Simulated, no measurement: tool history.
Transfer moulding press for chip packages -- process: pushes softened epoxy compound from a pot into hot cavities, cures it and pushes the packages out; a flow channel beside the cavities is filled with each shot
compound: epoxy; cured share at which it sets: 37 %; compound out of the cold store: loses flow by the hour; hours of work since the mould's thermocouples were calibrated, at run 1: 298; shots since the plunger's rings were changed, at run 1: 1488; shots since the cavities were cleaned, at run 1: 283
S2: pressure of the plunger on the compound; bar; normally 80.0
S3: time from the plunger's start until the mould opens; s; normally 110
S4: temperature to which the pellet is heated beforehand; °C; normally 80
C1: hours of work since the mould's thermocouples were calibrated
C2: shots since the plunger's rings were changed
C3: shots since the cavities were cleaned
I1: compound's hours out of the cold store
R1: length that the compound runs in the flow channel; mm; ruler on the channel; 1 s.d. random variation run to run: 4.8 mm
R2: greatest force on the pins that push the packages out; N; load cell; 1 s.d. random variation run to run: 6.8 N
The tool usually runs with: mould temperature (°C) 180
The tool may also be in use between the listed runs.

Run 1, day 0.000: usual settings; C1 298; C2 1488; C3 283; I1 18.0. Result: R1 758 mm, R2 312 N.
At day 0.796: cavities cleaned with cleaning compound and waxed.
At day 2.842: cavities cleaned with cleaning compound and waxed.
Run 2, day 3.283: usual settings; C1 341; C2 2169; C3 96; I1 13.8. Result: R1 757 mm, R2 310 N.
At day 4.958: cavities cleaned with cleaning compound and waxed.
Run 3, day 5.775: usual settings; C1 374; C2 2692; C3 176; I1 17.1. Result: R1 733 mm, R2 310 N.
At day 7.079: cavities cleaned with cleaning compound and waxed.
Run 4, day 8.438: usual settings but S3 128 s; C1 410; C2 3252; C3 292; I1 34.7. Result: R1 695 mm, R2 306 N.
At day 9.262: cavities cleaned with cleaning compound and waxed.
At day 11.258: cavities cleaned with cleaning compound and waxed.
Run 5, day 11.258: usual settings but S3 128 s; C1 446; C2 3833; C3 0; I1 17.2. Result: R1 728 mm, R2 249 N.
At day 13.262: cavities cleaned with cleaning compound and waxed.
Run 6, day 13.262: usual settings but S3 146 s; C1 473; C2 4251; C3 0; I1 40.8. Result: R1 674 mm, R2 262 N.
Run 7, day 14.925: usual settings but S3 146 s; C1 496; C2 4610; C3 359; I1 25.4. Result: R1 698 mm, R2 293 N.
At day 15.225: cavities cleaned with cleaning compound and waxed.
At day 17.192: cavities cleaned with cleaning compound and waxed.
Run 8, day 17.704: usual settings but S3 146 s; C1 532; C2 5182; C3 110; I1 29.3. Result: R1 690 mm, R2 261 N.
At day 19.271: cavities cleaned with cleaning compound and waxed.
Run 9, day 19.308: usual settings but S3 146 s; C1 553; C2 5514; C3 9; I1 30.1. Result: R1 684 mm, R2 253 N.
At day 21.229: cavities cleaned with cleaning compound and waxed.
Run 10, day 22.454: usual settings but S3 146 s; C1 595; C2 6178; C3 264; I1 17.0. Result: R1 701 mm, R2 293 N.
At day 23.333: plunger's sealing rings changed.
At day 23.396: cavities cleaned with cleaning compound and waxed.
Run 11, day 24.100: usual settings; C1 615; C2 151; C3 151; I1 36.4. Result: R1 724 mm, R2 292 N.
At day 25.462: cavities cleaned with cleaning compound and waxed.
Run 12, day 26.912: usual settings but S4 76 °C; C1 653; C2 744; C3 313; I1 38.2. Result: R1 717 mm, R2 327 N.
At day 27.417: cavities cleaned with cleaning compound and waxed.
Run 13, day 29.183: usual settings but S4 79 °C; C1 683; C2 1219; C3 380; I1 11.3. Result: R1 770 mm, R2 324 N.
At day 29.471: cavities cleaned with cleaning compound and waxed.
At day 30.783: mould's thermocouples calibrated.
At day 31.688: cavities cleaned with cleaning compound and waxed.
Run 14, day 32.629: usual settings but mould temperature (°C) 172, S2 85.2 bar, S4 72 °C; C1 24; C2 1917; C3 203; I1 17.2. Result: R1 811 mm, R2 504 N.
At day 33.708: cavities cleaned with cleaning compound and waxed.
Run 15, day 34.467: usual settings but S4 82 °C; C1 49; C2 2299; C3 163; I1 10.7. Result: R1 762 mm, R2 313 N.
At day 35.704: cavities cleaned with cleaning compound and waxed.
At day 37.758: cavities cleaned with cleaning compound and waxed.
Run 16, day 38.125: usual settings but S2 91.7 bar, S4 78 °C; C1 97; C2 3061; C3 80; I1 41.5. Result: R1 741 mm, R2 290 N.
At day 39.700: cavities cleaned with cleaning compound and waxed.
Run 17, day 40.738: usual settings but mould temperature (°C) 175, S2 63.8 bar, S3 121 s, S4 84 °C; C1 132; C2 3610; C3 223; I1 26.0. Result: R1 660 mm, R2 341 N.
At day 41.833: cavities cleaned with cleaning compound and waxed.
At day 43.917: cavities cleaned with cleaning compound and waxed.
Run 18, day 44.358: usual settings but mould temperature (°C) 175, S2 63.8 bar, S3 121 s, S4 84 °C; C1 179; C2 4363; C3 95; I1 25.1. Result: R1 649 mm, R2 323 N.
At day 45.933: cavities cleaned with cleaning compound and waxed.
Run 19, day 46.617: usual settings but mould temperature (°C) 175, S2 63.8 bar, S3 121 s, S4 84 °C; C1 209; C2 4836; C3 147; I1 27.0. Result: R1 641 mm, R2 327 N.
At day 47.979: cavities cleaned with cleaning compound and waxed.
At day 49.988: cavities cleaned with cleaning compound and waxed.
Run 20, day 49.992: usual settings but mould temperature (°C) 188, S2 78.6 bar, S3 129 s, S4 83 °C; C1 254; C2 5537; C3 1; I1 33.9. Result: R1 638 mm, R2 243 N.
At day 51.942: cavities cleaned with cleaning compound and waxed.
Run 21, day 53.421: usual settings but mould temperature (°C) 188, S2 78.6 bar, S3 129 s, S4 83 °C; C1 300; C2 6262; C3 319; I1 42.8. Result: R1 626 mm, R2 286 N.
At day 53.829: plunger's sealing rings changed.
At day 54.129: cavities cleaned with cleaning compound and waxed.
Run 22, day 55.938: usual settings but mould temperature (°C) 188, S2 78.6 bar, S3 129 s, S4 86 °C; C1 332; C2 440; C3 389; I1 33.3. Result: R1 683 mm, R2 296 N.
At day 56.217: cavities cleaned with cleaning compound and waxed.
Run 23, day 58.012: usual settings but S2 63.0 bar, S3 136 s, S4 71 °C; C1 359; C2 874; C3 387; I1 28.5. Result: R1 658 mm, R2 297 N.

Alternative continuations, all from the tool just after run 23; predict every row:
At day 58.383: cavities cleaned with cleaning compound and waxed.
Run A, day 59.942: usual settings but S2 76.2 bar, S3 107 s, S4 87 °C; C1 385; C2 1276; C3 335; I1 42.2. Result: R1 ?, R2 ?.
At day 58.383: cavities cleaned with cleaning compound and waxed.
Run B, day 59.942: usual settings but mould temperature (°C) 176, S2 63.0 bar, S3 123 s, S4 71 °C; C1 385; C2 1276; C3 335; I1 13.6. Result: R1 ?, R2 ?.
At day 58.383: cavities cleaned with cleaning compound and waxed.
Run C, day 59.942: usual settings but mould temperature (°C) 186, S2 63.0 bar, S3 92 s, S4 87 °C; C1 385; C2 1276; C3 335; I1 27.3. Result: R1 ?, R2 ?.

run   R1   R2
  A  684  326
  B  689  341
  C  626  319
Had the tool no hidden state, the same runs would have come out as:
run   R1   R2
  A  702  276
  B  707  291
  C  642  270
